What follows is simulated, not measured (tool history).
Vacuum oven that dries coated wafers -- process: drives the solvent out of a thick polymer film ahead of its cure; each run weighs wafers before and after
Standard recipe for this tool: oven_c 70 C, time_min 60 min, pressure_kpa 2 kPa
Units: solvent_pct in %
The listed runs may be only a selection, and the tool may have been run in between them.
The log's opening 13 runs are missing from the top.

Run 14, day 14.062: usual settings but time_min 73 min. Result: solvent_pct 1.209 %.
Run 15, day 15.312: usual settings but time_min 73 min. Result: solvent_pct 1.214 %.
Run 16, day 16.583: usual settings but time_min 73 min. Result: solvent_pct 1.209 %.
Run 17, day 17.275: usual settings but oven_c 58 C. Result: solvent_pct 4.168 %.
Run 18, day 18.338: usual settings but oven_c 58 C. Result: solvent_pct 4.167 %.
Run 19, day 19.25: usual settings. Result: solvent_pct 1.614 %.
Run 20, day 20.167: usual settings. Result: solvent_pct 1.603 %.
Run 21, day 21.675: usual settings. Result: solvent_pct 1.608 %.
Run 22, day 22.767: usual settings. Result: solvent_pct 1.604 %.
Run 23, day 23.817: usual settings. Result: solvent_pct 1.61 %.

Forecast run 24:
Run 24, day 24.821: usual settings. Result: solvent_pct ?.

{"run 24": {"solvent_pct": 1.613}}
With the hidden condition absent and the run-to-run variation left alone, this run would have shown solvent_pct 1.711 %.
